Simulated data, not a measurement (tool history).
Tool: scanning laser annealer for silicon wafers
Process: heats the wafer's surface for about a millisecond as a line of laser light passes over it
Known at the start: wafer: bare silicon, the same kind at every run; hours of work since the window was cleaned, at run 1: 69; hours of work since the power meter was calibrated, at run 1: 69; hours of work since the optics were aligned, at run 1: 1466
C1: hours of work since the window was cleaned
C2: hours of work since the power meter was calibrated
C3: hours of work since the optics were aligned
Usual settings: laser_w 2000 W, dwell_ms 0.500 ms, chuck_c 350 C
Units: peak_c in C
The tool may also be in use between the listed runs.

{"run": 1, "hour": 0.0, "laser_w": 2000, "dwell_ms": 0.5, "chuck_c": 350, "C1": 69, "C2": 69, "C3": 1466, "peak_c": 1110}
{"run": 2, "hour": 15.0, "laser_w": 2000, "dwell_ms": 0.5, "chuck_c": 350, "C1": 79, "C2": 79, "C3": 1476, "peak_c": 1109}
{"run": 3, "hour": 26.3, "laser_w": 2000, "dwell_ms": 0.5, "chuck_c": 350, "C1": 86, "C2": 86, "C3": 1484, "peak_c": 1108}
{"run": 4, "hour": 39.7, "laser_w": 2000, "dwell_ms": 0.5, "chuck_c": 350, "C1": 95, "C2": 95, "C3": 1492, "peak_c": 1108}
{"run": 5, "hour": 63.3, "laser_w": 2000, "dwell_ms": 0.5, "chuck_c": 350, "C1": 110, "C2": 110, "C3": 1508, "peak_c": 1106}
{"run": 6, "hour": 85.3, "laser_w": 2000, "dwell_ms": 0.5, "chuck_c": 342, "C1": 125, "C2": 125, "C3": 1522, "peak_c": 1098}
{"hour": 92.2, "done": "optics aligned, line set to its width"}
{"run": 7, "hour": 101.7, "laser_w": 2000, "dwell_ms": 0.5, "chuck_c": 336, "C1": 132, "C2": 132, "C3": 6, "peak_c": 1090}
{"run": 8, "hour": 115.4, "laser_w": 2000, "dwell_ms": 0.5, "chuck_c": 334, "C1": 141, "C2": 141, "C3": 15, "peak_c": 1089}
{"run": 9, "hour": 136.4, "laser_w": 2000, "dwell_ms": 0.5, "chuck_c": 372, "C1": 155, "C2": 155, "C3": 29, "peak_c": 1128}
{"run": 10, "hour": 149.9, "laser_w": 2000, "dwell_ms": 0.5, "chuck_c": 372, "C1": 164, "C2": 164, "C3": 38, "peak_c": 1122}
{"run": 11, "hour": 165.3, "laser_w": 2000, "dwell_ms": 0.5, "chuck_c": 372, "C1": 174, "C2": 174, "C3": 48, "peak_c": 1129}
{"run": 12, "hour": 184.9, "laser_w": 1856, "dwell_ms": 0.353, "chuck_c": 326, "C1": 187, "C2": 187, "C3": 61, "peak_c": 910}
{"hour": 206.0, "done": "optics aligned, line set to its width, once more"}
{"run": 13, "hour": 215.7, "laser_w": 1736, "dwell_ms": 0.373, "chuck_c": 339, "C1": 204, "C2": 204, "C3": 6, "peak_c": 903}
{"run": 14, "hour": 239.6, "laser_w": 2000, "dwell_ms": 0.565, "chuck_c": 350, "C1": 219, "C2": 219, "C3": 22, "peak_c": 1155}
{"run": 15, "hour": 262.0, "laser_w": 2000, "dwell_ms": 0.405, "chuck_c": 364, "C1": 234, "C2": 234, "C3": 37, "peak_c": 1042}
{"run": 16, "hour": 282.1, "laser_w": 2000, "dwell_ms": 0.405, "chuck_c": 364, "C1": 247, "C2": 247, "C3": 50, "peak_c": 1042}
{"run": 17, "hour": 294.9, "laser_w": 1902, "dwell_ms": 0.371, "chuck_c": 385, "C1": 256, "C2": 256, "C3": 58, "peak_c": 999}
{"run": 18, "hour": 317.4, "laser_w": 1942, "dwell_ms": 0.493, "chuck_c": 340, "C1": 270, "C2": 270, "C3": 73, "peak_c": 1064}

Hidden state at the last listed run before each entry between runs and at the first one after, where it differs:
Between runs 6 and 7: optics aligned, line set to its width (hour 92.2)
  light that passes the window, % of a clean one's: 99.18 -> 99.13; width of the line over the set one, %: 1.28 -> 1.44
  measured less the result without the state, peak_c: -7 -> -8 C
Between runs 12 and 13: optics aligned, line set to its width, once more (hour 206.0)
  light that passes the window, % of a clean one's: 98.83 -> 98.73; laser's true power over the reading, %: 0.49 -> 0.48; width of the line over the set one, %: 1.47 -> 0
  measured less the result without the state, peak_c: -8 -> -4 C

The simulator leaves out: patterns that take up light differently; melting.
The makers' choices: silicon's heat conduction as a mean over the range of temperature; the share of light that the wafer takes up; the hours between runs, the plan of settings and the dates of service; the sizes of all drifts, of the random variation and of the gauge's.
